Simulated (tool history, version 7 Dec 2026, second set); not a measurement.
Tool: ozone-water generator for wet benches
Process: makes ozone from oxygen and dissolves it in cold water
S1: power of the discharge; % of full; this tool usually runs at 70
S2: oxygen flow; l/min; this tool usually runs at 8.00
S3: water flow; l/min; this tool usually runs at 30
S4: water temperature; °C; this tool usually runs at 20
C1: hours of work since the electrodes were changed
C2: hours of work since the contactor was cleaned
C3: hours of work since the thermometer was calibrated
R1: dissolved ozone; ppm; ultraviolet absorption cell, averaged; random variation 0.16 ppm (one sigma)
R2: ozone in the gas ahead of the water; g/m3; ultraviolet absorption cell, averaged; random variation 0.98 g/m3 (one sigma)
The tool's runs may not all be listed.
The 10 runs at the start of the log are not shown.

Run 11, day 20.162: usual settings but S1 56 % of full, S4 15 °C; C1 775; C2 1931; C3 2206. Result: R1 17.7 ppm, R2 139.6 g/m3.
Run 12, day 23.442: usual settings; C1 831; C2 1987; C3 2262. Result: R1 20.3 ppm, R2 171.9 g/m3.
Run 13, day 26.638: usual settings; C1 886; C2 2042; C3 2317. Result: R1 20.3 ppm, R2 173.2 g/m3.
Run 14, day 29.188: usual settings; C1 930; C2 2086; C3 2360. Result: R1 20.5 ppm, R2 172.2 g/m3.
Run 15, day 31.596: usual settings but S4 16 °C; C1 971; C2 2127; C3 2402. Result: R1 21.5 ppm, R2 173.4 g/m3.
Run 16, day 33.608: usual settings; C1 1006; C2 2162; C3 2436. Result: R1 20.2 ppm, R2 172.2 g/m3.
Run 17, day 36.662: usual settings but S2 9.57 l/min, S3 33 l/min, S4 24 °C; C1 1058; C2 2214; C3 2488. Result: R1 17.7 ppm, R2 155.4 g/m3.
Run 18, day 39.550: usual settings but S1 77 % of full, S2 4.00 l/min, S3 27 l/min, S4 24 °C; C1 1108; C2 2263; C3 2538. Result: R1 23.4 ppm, R2 291.2 g/m3.
Run 19, day 42.171: usual settings but S1 85 % of full, S2 4.00 l/min, S3 33 l/min, S4 24 °C; C1 1152; C2 2308; C3 2583. Result: R1 21.7 ppm, R2 317.8 g/m3.
Run 20, day 43.762: usual settings but S1 44 % of full, S2 8.34 l/min, S3 23 l/min, S4 15 °C; C1 1180; C2 2336; C3 2610. Result: R1 16.8 ppm, R2 109.4 g/m3.
Run 21, day 45.833: usual settings but S1 44 % of full, S2 8.34 l/min, S3 23 l/min, S4 15 °C; C1 1215; C2 2371; C3 2646. Result: R1 16.9 ppm, R2 109.6 g/m3.
Run 22, day 47.850: usual settings but S3 32 l/min; C1 1250; C2 2406; C3 2680. Result: R1 19.8 ppm, R2 173.2 g/m3.
Run 23, day 50.838: usual settings but S1 49 % of full, S2 4.69 l/min, S3 47 l/min, S4 19 °C; C1 1301; C2 2457; C3 2731. Result: R1 10.2 ppm, R2 174.9 g/m3.
At day 52.704: gauge calibrated.
Run 24, day 54.038: usual settings but S1 49 % of full, S2 4.69 l/min, S3 47 l/min, S4 19 °C; C1 1356; C2 2512; C3 2786. Result: R1 10.0 ppm, R2 171.9 g/m3.
Run 25, day 57.125: usual settings but S1 84 % of full, S2 4.69 l/min, S3 47 l/min, S4 21 °C; C1 1409; C2 2565; C3 2839. Result: R1 16.4 ppm, R2 280.0 g/m3.
Run 26, day 60.383: usual settings but S1 51 % of full, S2 4.69 l/min, S3 47 l/min, S4 21 °C; C1 1465; C2 2621; C3 2895. Result: R1 10.5 ppm, R2 174.8 g/m3.
Run 27, day 62.975: usual settings but S1 51 % of full, S2 4.69 l/min, S3 47 l/min, S4 21 °C; C1 1509; C2 2665; C3 2940. Result: R1 10.3 ppm, R2 175.5 g/m3.
Run 28, day 64.712: usual settings but S3 33 l/min; C1 1539; C2 2695; C3 2969. Result: R1 19.2 ppm, R2 172.0 g/m3.
Run 29, day 67.575: usual settings but S2 9.87 l/min, S4 25 °C; C1 1588; C2 2744; C3 3018. Result: R1 18.2 ppm, R2 149.8 g/m3.
Run 30, day 69.746: usual settings but S2 9.87 l/min, S4 25 °C; C1 1625; C2 2781; C3 3056. Result: R1 18.4 ppm, R2 150.1 g/m3.
Run 31, day 71.142: usual settings but S2 9.87 l/min, S4 25 °C; C1 1649; C2 2805; C3 3080. Result: R1 18.2 ppm, R2 151.4 g/m3.
Run 32, day 73.617: usual settings but S1 56 % of full; C1 1692; C2 2847; C3 3122. Result: R1 16.5 ppm, R2 138.4 g/m3.

Alternative continuations, all from the tool just after run 32; predict every row:
Run A, day 76.038: usual settings but S1 57 % of full; C1 1733; C2 2889; C3 3163. Result: R1 ?, R2 ?.
Run B, day 76.038: usual settings but S1 64 % of full, S3 38 l/min; C1 1733; C2 2889; C3 3163. Result: R1 ?, R2 ?.
Run C, day 76.038: usual settings but S1 52 % of full, S4 25 °C; C1 1733; C2 2889; C3 3163. Result: R1 ?, R2 ?.

run    R1     R2
  A  16.7  142.6
  B  15.8  158.7
  C  14.4  129.8
Had the tool no hidden state, the same runs would have come out as:
run    R1     R2
  A  16.7  140.8
  B  15.8  156.7
  C  14.4  128.2
